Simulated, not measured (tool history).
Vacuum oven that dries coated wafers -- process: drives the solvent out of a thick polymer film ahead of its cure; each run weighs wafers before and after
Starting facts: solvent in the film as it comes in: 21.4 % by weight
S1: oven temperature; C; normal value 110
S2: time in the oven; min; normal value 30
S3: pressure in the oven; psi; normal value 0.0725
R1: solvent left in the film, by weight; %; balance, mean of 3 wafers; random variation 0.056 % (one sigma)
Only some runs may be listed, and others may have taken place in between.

run 1 hour=0 | S1=110 S2=30 S3=0.0725 | R1=2.7
run 2 hour=37.1 | S1=108 S2=30 S3=0.0725 | R1=3.07
run 3 hour=70.2 | S1=108 S2=30 S3=0.0725 | R1=3.16
run 4 hour=110.3 | S1=110 S2=30 S3=0.0725 | R1=2.72
run 5 hour=157 | S1=110 S2=30 S3=0.0725 | R1=2.72
run 6 hour=177.1 | S1=110 S2=30 S3=0.0725 | R1=2.75
run 7 hour=208.7 | S1=110 S2=30 S3=0.0985 | R1=3.08
run 8 hour=241 | S1=110 S2=30 S3=0.0725 | R1=2.83
run 9 hour=263.1 | S1=101 S2=30 S3=0.0725 | R1=4.71
run 10 hour=286 | S1=101 S2=30 S3=0.0725 | R1=4.8
run 11 hour=318.9 | S1=101 S2=30 S3=0.0725 | R1=4.97
run 12 hour=361.5 | S1=110 S2=20 S3=0.0569 | R1=4.66
run 13 hour=386.6 | S1=110 S2=20 S3=0.0569 | R1=4.73
run 14 hour=410.5 | S1=96 S2=17 S3=0.1555 | R1=10.45
run 15 hour=431.3 | S1=121 S2=30 S3=0.0535 | R1=1.14
run 16 hour=453.1 | S1=121 S2=30 S3=0.0535 | R1=1.21
run 17 hour=498.3 | S1=99 S2=30 S3=0.0535 | R1=5.21
run 18 hour=544.6 | S1=106 S2=21 S3=0.0505 | R1=5.5
run 19 hour=591.9 | S1=106 S2=21 S3=0.0505 | R1=5.36

For each run, the measured value with the value that run would have given without the tool's hidden condition subtracted. The run-to-run variation is shared by both, the gauge scatter possibly not:
The hidden state here: true wafer temperature over the reading, C; true pressure over the reading, kPa; drift of the gauge itself on solvent_pct, %.
run=1 R1=+0.11
run=2 R1=+0.13
run=3 R1=+0.14
run=4 R1=+0.14
run=5 R1=+0.16
run=6 R1=+0.16
run=7 R1=+0.19
run=8 R1=+0.19
run=9 R1=+0.26
run=10 R1=+0.28
run=11 R1=+0.3
run=12 R1=+0.27
run=13 R1=+0.29
run=14 R1=+0.34
run=15 R1=+0.15
run=16 R1=+0.16
run=17 R1=+0.38
run=18 R1=+0.37
run=19 R1=+0.38

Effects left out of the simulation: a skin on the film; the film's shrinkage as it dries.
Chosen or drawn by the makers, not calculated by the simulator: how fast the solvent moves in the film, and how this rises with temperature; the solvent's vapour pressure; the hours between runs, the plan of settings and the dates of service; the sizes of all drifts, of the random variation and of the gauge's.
